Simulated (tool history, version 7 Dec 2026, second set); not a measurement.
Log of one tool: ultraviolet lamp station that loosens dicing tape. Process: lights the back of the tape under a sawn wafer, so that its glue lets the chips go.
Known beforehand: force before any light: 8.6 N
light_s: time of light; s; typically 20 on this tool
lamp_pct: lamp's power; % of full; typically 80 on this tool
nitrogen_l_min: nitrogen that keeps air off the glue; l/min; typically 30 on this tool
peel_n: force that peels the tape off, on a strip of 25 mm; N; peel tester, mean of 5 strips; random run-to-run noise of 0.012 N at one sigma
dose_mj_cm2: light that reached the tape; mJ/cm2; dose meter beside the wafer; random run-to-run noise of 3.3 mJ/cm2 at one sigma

run	hour	light_s	lamp_pct	nitrogen_l_min	peel_n	dose_mj_cm2
1	0	20	80	30	0.911	415
2	34.9	20	80	30	0.921	416
3	86	20	80	30	0.91	408
4	129.8	12	80	30	2.182	243
5	152.3	12	80	25	2.4	242
6	187.3	20	69	30	1.293	343
7	219.5	20	69	30	1.304	334
8	244.5	20	80	30	1.125	363
9	270.9	20	80	30	1.212	361
10	323.9	20	80	30	1.217	358
11	366.5	20	80	30	1.224	348
12	402.6	20	80	30	1.273	346
13	442.5	20	72	30	0.97	391
14	490.7	20	72	30	1.014	396
15	543.2	20	72	30	1.062	386
16	597	20	72	30	1.069	380
17	638.2	18	69	14	1.904	325
18	669.4	10	64	28	3.528	166
19	697.1	10	64	28	3.491	161
20	725.6	31	70	28	0.504	555
21	770.3	31	70	28	0.546	543
22	814.8	31	70	28	0.548	538
23	865.1	31	70	28	0.555	531
24	907.7	31	70	28	0.578	526
25	949	31	70	28	0.598	519
26	999.6	31	70	22	0.653	515
27	1051.5	31	80	30	0.45	579
28	1096.9	31	80	30	0.477	566
29	1126.8	28	80	33	0.572	505
30	1160.3	28	80	33	0.573	504
31	1209.7	24	97	30	0.601	516

Put back what was entered between runs (2 entries, withheld): which listed runs does each sit between, and how does the hidden state differ from the listed run before to the listed run after?
Between runs 7 and 8: window cleaned of glue's vapour (hour 238.4)
  lamp's light, % of a new lamp's: 87 -> 86.8; light that the window lets through, % of a clean one's: 86.4 -> 80.5
  the result without the hidden state subtracted from the measured one, peel_n: +0.55 -> +0.581 N; dose_mj_cm2: -111 -> -158 mJ/cm2
Between runs 12 and 13: window cleaned of glue's vapour, once more (hour 417.5)
  lamp's light, % of a new lamp's: 85.4 -> 85; light that the window lets through, % of a clean one's: 78 -> 99.2
  the result without the hidden state subtracted from the measured one, peel_n: +0.703 -> +0.281 N; dose_mj_cm2: -174 -> -73 mJ/cm2
